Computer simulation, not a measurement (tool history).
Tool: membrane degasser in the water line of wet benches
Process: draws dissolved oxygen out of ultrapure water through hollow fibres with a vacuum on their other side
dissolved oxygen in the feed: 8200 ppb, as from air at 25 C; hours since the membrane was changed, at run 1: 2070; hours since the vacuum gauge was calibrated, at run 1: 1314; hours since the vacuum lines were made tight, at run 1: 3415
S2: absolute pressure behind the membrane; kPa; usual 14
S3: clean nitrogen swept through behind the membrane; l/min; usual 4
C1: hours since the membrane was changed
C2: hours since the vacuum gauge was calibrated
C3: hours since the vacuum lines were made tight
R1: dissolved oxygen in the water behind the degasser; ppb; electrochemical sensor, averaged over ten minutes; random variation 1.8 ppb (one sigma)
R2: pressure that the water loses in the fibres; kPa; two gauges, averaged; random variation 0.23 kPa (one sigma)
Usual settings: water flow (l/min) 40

Run 1, hour 0: usual settings; C1 2070; C2 1314; C3 3415. Result: R1 258.1 ppb, R2 60.32 kPa.
Run 2, hour 58.8: usual settings; C1 2128; C2 1372; C3 3474. Result: R1 254.3 ppb, R2 59.98 kPa.
Run 3, hour 193.9: usual settings; C1 2263; C2 1507; C3 3609. Result: R1 258.1 ppb, R2 60.23 kPa.
Run 4, hour 299.4: usual settings; C1 2369; C2 1613; C3 3715. Result: R1 256.9 ppb, R2 60.14 kPa.
Run 5, hour 442.8: usual settings but S3 3.59 l/min; C1 2512; C2 1756; C3 3858. Result: R1 279.6 ppb, R2 59.92 kPa.
Run 6, hour 563.1: usual settings but S3 11.31 l/min; C1 2633; C2 1877; C3 3978. Result: R1 100.7 ppb, R2 60.33 kPa.
Run 7, hour 653.7: usual settings; C1 2723; C2 1967; C3 4069. Result: R1 258.5 ppb, R2 60.38 kPa.
Run 8, hour 719.9: usual settings; C1 2789; C2 2033; C3 4135. Result: R1 255.9 ppb, R2 60.52 kPa.
Run 9, hour 829.2: usual settings; C1 2899; C2 2143; C3 4245. Result: R1 261.3 ppb, R2 60.07 kPa.
Run 10, hour 890.8: usual settings but S3 4.89 l/min; C1 2960; C2 2204; C3 4306. Result: R1 216.6 ppb, R2 60.5 kPa.
Run 11, hour 1011.6: usual settings but S3 4.89 l/min; C1 3081; C2 2325; C3 4427. Result: R1 218.5 ppb, R2 60.45 kPa.
Run 12, hour 1131.8: usual settings but water flow (l/min) 54; C1 3201; C2 2445; C3 4547. Result: R1 358.2 ppb, R2 82.32 kPa.
Run 13, hour 1261.3: usual settings but S2 9.1 kPa; C1 3331; C2 2575; C3 4677. Result: R1 147.2 ppb, R2 60.36 kPa.
Run 14, hour 1351.9: usual settings but S2 9.1 kPa; C1 3421; C2 2665; C3 4767. Result: R1 149.3 ppb, R2 60.48 kPa.
Run 15, hour 1463.1: usual settings but S2 16.2 kPa, S3 6.91 l/min; C1 3533; C2 2777; C3 4879. Result: R1 189.3 ppb, R2 60.84 kPa.
Run 16, hour 1602.9: usual settings but water flow (l/min) 25, S3 4.34 l/min; C1 3672; C2 2916; C3 5018. Result: R1 154.2 ppb, R2 38.12 kPa.
Run 17, hour 1717.3: usual settings but S3 10.11 l/min; C1 3787; C2 3031; C3 5133. Result: R1 112.1 ppb, R2 60.94 kPa.
At hour 1724.5: vacuum gauge calibrated.
Run 18, hour 1798.8: usual settings but S3 4.24 l/min; C1 3868; C2 74; C3 5214. Result: R1 248.8 ppb, R2 60.8 kPa.
Run 19, hour 1858.5: usual settings but water flow (l/min) 24, S3 8.66 l/min; C1 3928; C2 134; C3 5273. Result: R1 76.7 ppb, R2 36.64 kPa.
Run 20, hour 1995.1: usual settings but water flow (l/min) 24, S3 8.66 l/min; C1 4064; C2 271; C3 5410. Result: R1 77.5 ppb, R2 36.21 kPa.
Run 21, hour 2092.6: usual settings but water flow (l/min) 55, S3 10.07 l/min; C1 4162; C2 368; C3 5507. Result: R1 180.6 ppb, R2 84.18 kPa.
Run 22, hour 2234: usual settings but water flow (l/min) 55, S3 10.07 l/min; C1 4303; C2 510; C3 5649. Result: R1 179.1 ppb, R2 83.76 kPa.
At hour 2285.3: vacuum gauge calibrated, once more.
Run 23, hour 2319.2: usual settings but water flow (l/min) 55, S3 10.07 l/min; C1 4388; C2 34; C3 5734. Result: R1 179.9 ppb, R2 83.89 kPa.
Run 24, hour 2451.3: usual settings but water flow (l/min) 30, S2 34.5 kPa, S3 4.47 l/min; C1 4520; C2 166; C3 5866. Result: R1 486.1 ppb, R2 45.86 kPa.
Run 25, hour 2577.9: usual settings but water flow (l/min) 42; C1 4646; C2 293; C3 5992. Result: R1 273.3 ppb, R2 64.43 kPa.

4 ways to go on from here, each from the tool as it stands after run 25. What would each give?
Run A, hour 2699.3: usual settings but S3 1.79 l/min; C1 4768; C2 414; C3 6114. Result: R1 ?, R2 ?.
Run B, hour 2699.3: usual settings but water flow (l/min) 55, S2 20.4 kPa; C1 4768; C2 414; C3 6114. Result: R1 ?, R2 ?.
Run C, hour 2699.3: usual settings but water flow (l/min) 44, S2 29.8 kPa, S3 2.44 l/min; C1 4768; C2 414; C3 6114. Result: R1 ?, R2 ?.
Run D, hour 2699.3: usual settings but water flow (l/min) 42, S2 16.4 kPa; C1 4768; C2 414; C3 6114. Result: R1 ?, R2 ?.

run     R1     R2
  A  504.5  60.61
  B  545.8  84.11
  C  978.2  67.29
  D  321.5  64.89
Without the tool's hidden state the same runs would have given:
run     R1     R2
  A  501.5   58.9
  B  538.9  81.74
  C  971.8   65.4
  D    318  63.07
